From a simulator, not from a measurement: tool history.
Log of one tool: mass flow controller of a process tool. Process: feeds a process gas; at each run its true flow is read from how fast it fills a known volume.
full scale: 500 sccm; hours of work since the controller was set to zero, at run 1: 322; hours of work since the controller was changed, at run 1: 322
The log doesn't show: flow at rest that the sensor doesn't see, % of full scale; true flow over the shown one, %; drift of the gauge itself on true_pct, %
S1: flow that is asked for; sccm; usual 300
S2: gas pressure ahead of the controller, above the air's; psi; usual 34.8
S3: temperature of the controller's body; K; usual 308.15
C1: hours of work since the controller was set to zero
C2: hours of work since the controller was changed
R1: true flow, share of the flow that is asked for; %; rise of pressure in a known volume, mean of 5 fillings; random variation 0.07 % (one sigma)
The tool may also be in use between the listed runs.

run	hour	S1	S2	S3	C1	C2	R1
1	0	300	34.8	308.15	322	322	98.68
2	59.4	300	34.8	308.15	368	368	98.72
3	113.4	300	34.8	308.15	410	410	98.59
4	169	327	34.8	308.15	454	454	98.57
5	206.2	327	34.8	308.15	483	483	98.6
6	273	300	34.8	308.15	535	535	98.55
7	311	300	38.1	308.15	565	565	98.33
8	366.6	300	34.8	308.15	608	608	98.45
9	440.9	121	34.8	308.15	667	667	97.69
10	516.5	121	34.8	308.15	726	726	97.84
11	592.5	121	33.4	308.15	785	785	97.77
12	649.4	121	33.4	295.15	830	830	98.47
13	685.5	121	33.4	295.15	858	858	98.45
14	718.2	300	34.8	298.15	884	884	98.95
15	749	300	34.8	298.15	908	908	98.97
16	817.2	300	34.8	298.15	961	961	98.86
17	867.6	172	34.8	308.15	1000	1000	97.73
18	940.9	172	34.8	308.15	1058	1058	97.74
19	992.1	172	34.8	308.15	1098	1098	97.79
20	1029.7	172	34.8	308.15	1127	1127	97.78
21	1064.6	300	34.8	308.15	1155	1155	98.18
22	1128.9	300	31.6	308.15	1205	1205	98.19
23	1171	300	31.6	308.15	1238	1238	98.08
24	1237.1	82	34.8	308.15	1289	1289	97.3
25	1276.3	82	22.6	295.15	1320	1320	98.36
26	1325.2	55	38	293.15	1358	1358	97.98
27	1376	55	38	293.15	1398	1398	97.91
28	1418.2	55	38	293.15	1431	1431	97.97
29	1475.7	483	35.1	293.15	1476	1476	99.52
30	1543.4	147	39.5	310.15	1529	1529	97.3
31	1599.4	147	35.2	295.15	1573	1573	98.12
32	1655.2	202	24.1	301.15	1617	1617	98.08
# hour 1689.4: gauge calibrated
33	1729.2	95	24.1	308.15	1674	1674	98.09
34	1769.5	378	38	306.15	1706	1706	99
35	1832	378	35.4	299.15	1755	1755	99.45
36	1884.9	252	22	311.15	1796	1796	98.39
37	1921.7	252	22	311.15	1825	1825	98.37
38	1996.7	252	22	311.15	1884	1884	98.21
39	2070.4	188	39.7	311.15	1941	1941	97.88
40	2133.9	56	21.3	312.15	1991	1991	97.52
41	2190.1	387	34.8	302.15	2035	2035	99.08
42	2251.2	387	34.8	302.15	2083	2083	99.15
43	2314.2	79	26.4	308.15	2132	2132	97.63
44	2380.4	300	22	302.15	2184	2184	98.79
45	2418.8	391	39.3	297.15	2214	2214	99.3
46	2478.4	337	22.8	297.15	2260	2260	99.31
47	2554	126	21	308.15	2320	2320	97.88

Forecast each of these 4 alternatives for the next run:
A	2621.2	355	30.3	296.15	2372	2372	?
B	2621.2	138	30.6	302.15	2372	2372	?
C	2621.2	68	31.2	298.15	2372	2372	?
D	2621.2	124	33.6	308.15	2372	2372	?

run	R1
A	99.13
B	97.99
C	98.11
D	97.53
Without the tool's hidden state the same runs would have given:
run	R1
A	99.51
B	98.37
C	98.49
D	97.91
